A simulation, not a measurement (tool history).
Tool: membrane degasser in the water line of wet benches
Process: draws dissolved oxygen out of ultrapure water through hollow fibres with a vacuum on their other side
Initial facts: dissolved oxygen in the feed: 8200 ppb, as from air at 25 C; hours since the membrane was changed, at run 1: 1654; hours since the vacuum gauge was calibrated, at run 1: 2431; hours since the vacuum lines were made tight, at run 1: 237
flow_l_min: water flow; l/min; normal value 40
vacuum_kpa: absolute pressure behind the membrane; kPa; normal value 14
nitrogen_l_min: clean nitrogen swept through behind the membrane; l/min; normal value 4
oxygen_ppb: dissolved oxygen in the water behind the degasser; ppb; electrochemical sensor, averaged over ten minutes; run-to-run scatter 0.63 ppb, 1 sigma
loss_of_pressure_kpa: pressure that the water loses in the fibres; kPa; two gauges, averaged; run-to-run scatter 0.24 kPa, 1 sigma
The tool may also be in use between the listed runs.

run,hour,flow_l_min,vacuum_kpa,nitrogen_l_min,hours since the membrane was changed,hours since the vacuum gauge was calibrated,hours since the vacuum lines were made tight,oxygen_ppb,loss_of_pressure_kpa
1,0,40,14,4,1654,2431,237,254,62.07
2,37.2,26,14,4,1691,2468,275,169.6,41
3,85.4,26,14,4,1739,2516,323,169,40.28
4,120.2,26,14,4,1774,2551,358,168.8,40.87
5,205,40,14,2.35,1859,2636,442,408.1,62.71
6,257.6,40,14,4,1911,2689,495,255.1,62.03
7,320.8,40,14,4,1974,2752,558,254.9,62.52
8,372.7,40,14,4,2026,2804,610,255.7,62.66
9,408.9,40,14,8.42,2062,2840,646,127.4,62.98
10,472.9,40,14,8.42,2126,2904,710,127.7,62.74
11,531.3,40,14,8.42,2185,2962,769,128.1,62.73
12,585.1,40,14,5.22,2239,3016,822,199,62.5
13,655.8,40,14,2.73,2309,3087,893,359.3,62.56
14,696.1,32,14,2.33,2350,3127,933,339,50.02
15,757.3,32,11.5,2.33,2411,3188,995,264.6,50.04
16,826.3,32,11.5,2.33,2480,3257,1064,264.1,50.17
17,885.3,44,26.4,2.23,2539,3316,1123,933.7,69.13
18,955.5,28,9.5,4,2609,3386,1193,109.4,44.28
19,1023.4,28,9.5,4,2677,3454,1261,109.7,44.44
20,1097.2,28,9.5,4,2751,3528,1335,110.7,43.94
21,1132.6,28,33.5,2.11,2786,3564,1370,856.2,44.14
22,1184.4,36,14,1.85,2838,3615,1422,460.7,56.61
23,1220.8,40,29,11.62,2874,3652,1458,217.3,63.13
24,1270,40,9.3,11.62,2923,3701,1507,56.4,62.47
25,1307.9,40,9.3,11.62,2961,3739,1545,56.1,63.68
26,1370.5,40,9.3,11.62,3024,3801,1608,56.1,63.55

A few steps of oxygen_ppb between consecutive runs. Split each: what settings, incoming material and random variation would produce without the hidden state, and what is left over for the hidden state, along with gauge scatter present in only one of the two compared results (measured, and without hidden state):
The tool's hidden condition here consists of: membrane still open, %; true pressure behind the membrane over the reading, kPa; air that leaks in behind the membrane, l/min; drift of the gauge itself on oxygen_ppb, %; drift of the gauge itself on loss_of_pressure_kpa, %.
Run 17 -> 18: flow_l_min 44 -> 28, vacuum_kpa 26.4 -> 9.5, nitrogen_l_min 2.23 -> 4. oxygen_ppb -824.3 ppb: hidden state -6.2, all else -818.1.
Run 20 -> 21: vacuum_kpa 9.5 -> 33.5, nitrogen_l_min 4 -> 2.11. oxygen_ppb +745.5 ppb: hidden state +5.6, all else +739.9.
Run 22 -> 23: flow_l_min 36 -> 40, vacuum_kpa 14 -> 29, nitrogen_l_min 1.85 -> 11.62. oxygen_ppb -243.4 ppb: hidden state -8.2, all else -235.2.

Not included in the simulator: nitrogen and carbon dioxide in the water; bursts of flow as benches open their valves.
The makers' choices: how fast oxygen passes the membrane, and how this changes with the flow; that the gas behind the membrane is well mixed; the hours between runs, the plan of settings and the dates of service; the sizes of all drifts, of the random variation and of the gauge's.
